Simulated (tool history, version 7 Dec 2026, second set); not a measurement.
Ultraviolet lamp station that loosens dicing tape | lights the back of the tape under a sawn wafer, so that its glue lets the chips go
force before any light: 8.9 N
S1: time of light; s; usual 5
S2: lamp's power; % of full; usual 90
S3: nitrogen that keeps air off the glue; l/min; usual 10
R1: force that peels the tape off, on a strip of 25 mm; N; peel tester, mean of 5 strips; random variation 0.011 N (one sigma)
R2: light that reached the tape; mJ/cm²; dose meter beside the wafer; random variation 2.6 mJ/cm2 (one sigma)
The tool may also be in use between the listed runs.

run 1 hour=0 | S1=5 S2=90 S3=10 | R1=0.542 R2=308
run 2 hour=10.6 | S1=5 S2=82 S3=10 | R1=0.665 R2=279
run 3 hour=30.3 | S1=5 S2=82 S3=10 | R1=0.669 R2=277
run 4 hour=43.2 | S1=4 S2=82 S3=10 | R1=1.048 R2=224
run 5 hour=63.1 | S1=4 S2=82 S3=10 | R1=1.084 R2=222
run 6 hour=84.4 | S1=5 S2=90 S3=10 | R1=0.585 R2=301
run 7 hour=99.3 | S1=5 S2=90 S3=11 | R1=0.579 R2=298
run 8 hour=114.5 | S1=8 S2=90 S3=10 | R1=0.273 R2=470
run 9 hour=136.2 | S1=5 S2=90 S3=10 | R1=0.599 R2=294
run 10 hour=157.3 | S1=5 S2=90 S3=10 | R1=0.647 R2=286
run 11 hour=180.3 | S1=5 S2=90 S3=10 | R1=0.645 R2=287
run 12 hour=194.7 | S1=5 S2=90 S3=10 | R1=0.65 R2=285
run 13 hour=216.2 | S1=5 S2=90 S3=10 | R1=0.668 R2=284
run 14 hour=236.2 | S1=5 S2=90 S3=10 | R1=0.681 R2=282
-- hour=238.5 window cleaned of glue's vapour
run 15 hour=249.6 | S1=5 S2=90 S3=10 | R1=0.758 R2=258
run 16 hour=267.1 | S1=2 S2=90 S3=10 | R1=3.102 R2=103
run 17 hour=287.9 | S1=5 S2=90 S3=5 | R1=1.196 R2=259
run 18 hour=298.5 | S1=5 S2=90 S3=5 | R1=1.194 R2=257
-- hour=307 window cleaned of glue's vapour, once more
run 19 hour=316.7 | S1=5 S2=90 S3=10 | R1=0.564 R2=304
run 20 hour=332 | S1=5 S2=90 S3=10 | R1=0.641 R2=300
run 21 hour=349 | S1=5 S2=90 S3=10 | R1=0.595 R2=297
run 22 hour=367.4 | S1=5 S2=90 S3=10 | R1=0.607 R2=294
run 23 hour=378.9 | S1=7 S2=90 S3=10 | R1=0.344 R2=408
run 24 hour=399.6 | S1=7 S2=90 S3=10 | R1=0.335 R2=405
run 25 hour=414.9 | S1=6 S2=89 S3=3 | R1=0.982 R2=346
run 26 hour=436.1 | S1=6 S2=89 S3=3 | R1=1.014 R2=342
run 27 hour=446.5 | S1=3 S2=65 S3=4 | R1=3.638 R2=124
run 28 hour=469.8 | S1=2 S2=66 S3=4 | R1=4.899 R2=82
run 29 hour=481 | S1=5 S2=90 S3=17 | R1=0.51 R2=280
run 30 hour=498.1 | S1=5 S2=76 S3=8 | R1=1.064 R2=236
run 31 hour=510.7 | S1=5 S2=76 S3=8 | R1=1.077 R2=235

Run 32 comes next. What will it give?
run 32 hour=522.9 | S1=7 S2=89 S3=11 | R1=? R2=?

R1: 0.363 N
R2: 381 mJ/cm²
Without the tool's hidden state the same run would have given R1 0.29 N, R2 453 mJ/cm².
